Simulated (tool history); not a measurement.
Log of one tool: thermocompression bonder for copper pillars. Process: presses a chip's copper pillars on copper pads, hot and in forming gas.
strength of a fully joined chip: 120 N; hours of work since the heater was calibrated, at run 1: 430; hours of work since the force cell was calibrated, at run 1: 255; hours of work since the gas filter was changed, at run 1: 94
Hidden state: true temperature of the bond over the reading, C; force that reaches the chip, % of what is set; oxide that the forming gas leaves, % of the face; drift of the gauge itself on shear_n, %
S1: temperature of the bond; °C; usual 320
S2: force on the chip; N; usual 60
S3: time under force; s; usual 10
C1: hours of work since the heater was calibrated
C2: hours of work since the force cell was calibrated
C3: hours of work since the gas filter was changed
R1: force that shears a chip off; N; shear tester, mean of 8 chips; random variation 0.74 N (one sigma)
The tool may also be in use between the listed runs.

| run | hour | S1 | S2 | S3 | C1 | C2 | C3 | R1 |
|---|---|---|---|---|---|---|---|---|
| 1 | 0.0 | 320 | 60 | 10 | 430 | 255 | 94 | 80.6 |
| 2 | 22.8 | 320 | 86 | 10 | 441 | 266 | 106 | 89.6 |
| 3 | 42.6 | 320 | 86 | 10 | 451 | 276 | 115 | 87.4 |
|  | 47.7 | forming gas filter changed |
| 4 | 67.6 | 320 | 86 | 10 | 463 | 288 | 10 | 98.7 |
| 5 | 94.9 | 306 | 60 | 10 | 477 | 302 | 24 | 78.1 |
| 6 | 110.9 | 320 | 60 | 6 | 485 | 310 | 31 | 74.8 |
| 7 | 147.3 | 320 | 60 | 6 | 503 | 328 | 50 | 73.4 |
| 8 | 181.2 | 320 | 60 | 6 | 520 | 344 | 66 | 72.2 |
| 9 | 216.5 | 320 | 60 | 6 | 537 | 362 | 84 | 72.3 |
| 10 | 239.1 | 320 | 60 | 6 | 549 | 373 | 95 | 70.5 |
|  | 244.2 | heater calibrated with a thermocouple chip |
| 11 | 267.2 | 320 | 60 | 10 | 11 | 386 | 108 | 80.4 |
|  | 287.6 | forming gas filter changed |
| 12 | 289.2 | 341 | 60 | 10 | 22 | 397 | 1 | 98.0 |
|  | 304.7 | heater calibrated with a thermocouple chip, once more |
| 13 | 317.7 | 341 | 60 | 14 | 6 | 410 | 14 | 102.5 |
| 14 | 346.4 | 341 | 60 | 11 | 21 | 424 | 28 | 97.2 |
| 15 | 366.6 | 341 | 60 | 11 | 31 | 434 | 38 | 95.5 |
| 16 | 398.5 | 341 | 60 | 11 | 47 | 450 | 54 | 93.6 |
| 17 | 426.5 | 341 | 60 | 11 | 61 | 464 | 68 | 92.8 |
| 18 | 458.0 | 341 | 60 | 11 | 76 | 480 | 84 | 91.5 |
| 19 | 483.5 | 349 | 41 | 9 | 89 | 493 | 96 | 79.0 |
| 20 | 517.2 | 320 | 60 | 28 | 106 | 509 | 113 | 95.6 |
|  | 527.1 | forming gas filter changed |
| 21 | 541.7 | 320 | 85 | 6 | 118 | 521 | 7 | 87.6 |
| 22 | 571.3 | 303 | 36 | 8 | 132 | 536 | 22 | 54.9 |
| 23 | 594.0 | 337 | 39 | 9 | 144 | 547 | 33 | 76.5 |
| 24 | 624.7 | 299 | 39 | 9 | 159 | 563 | 49 | 55.6 |
| 25 | 658.8 | 299 | 39 | 9 | 176 | 580 | 66 | 56.0 |
| 26 | 674.9 | 303 | 44 | 9 | 184 | 588 | 74 | 60.8 |
| 27 | 692.5 | 303 | 44 | 9 | 193 | 596 | 82 | 60.8 |
| 28 | 717.9 | 303 | 44 | 9 | 205 | 609 | 95 | 59.7 |
| 29 | 748.4 | 336 | 55 | 29 | 220 | 624 | 110 | 98.8 |
|  | 765.2 | forming gas filter changed |
| 30 | 780.9 | 334 | 43 | 8 | 236 | 640 | 8 | 79.1 |
| 31 | 806.3 | 313 | 43 | 8 | 249 | 653 | 20 | 68.2 |
| 32 | 840.9 | 313 | 43 | 8 | 266 | 670 | 38 | 65.1 |
| 33 | 859.9 | 313 | 43 | 8 | 276 | 679 | 47 | 64.9 |
| 34 | 877.6 | 325 | 74 | 16 | 285 | 688 | 56 | 99.7 |

Some steps in R1 between neighbouring runs. How much of each would the tool show without its hidden state too (settings, what came in, random variation), and how much is left for the hidden state, with any gauge scatter that isn't in both results?
Run 3 -> 4: forming gas filter changed. R1 +11.3 N: hidden state +9.7, all else +1.6.
Run 20 -> 21: S2 60 -> 85, S3 28 -> 6, forming gas filter changed. R1 -8.0 N: hidden state +11.2, all else -19.2.
Run 21 -> 22: S1 320 -> 303, S2 85 -> 36, S3 6 -> 8. R1 -32.7 N: hidden state -0.6, all else -32.1.
Run 28 -> 29: S1 303 -> 336, S2 44 -> 55, S3 9 -> 29. R1 +39.1 N: hidden state -6.5, all else +45.6.
Run 29 -> 30: S1 336 -> 334, S2 55 -> 43, S3 29 -> 8, forming gas filter changed. R1 -19.7 N: hidden state +11.7, all else -31.4.
Run 33 -> 34: S1 313 -> 325, S2 43 -> 74, S3 8 -> 16. R1 +34.8 N: hidden state -3.1, all else +37.9.
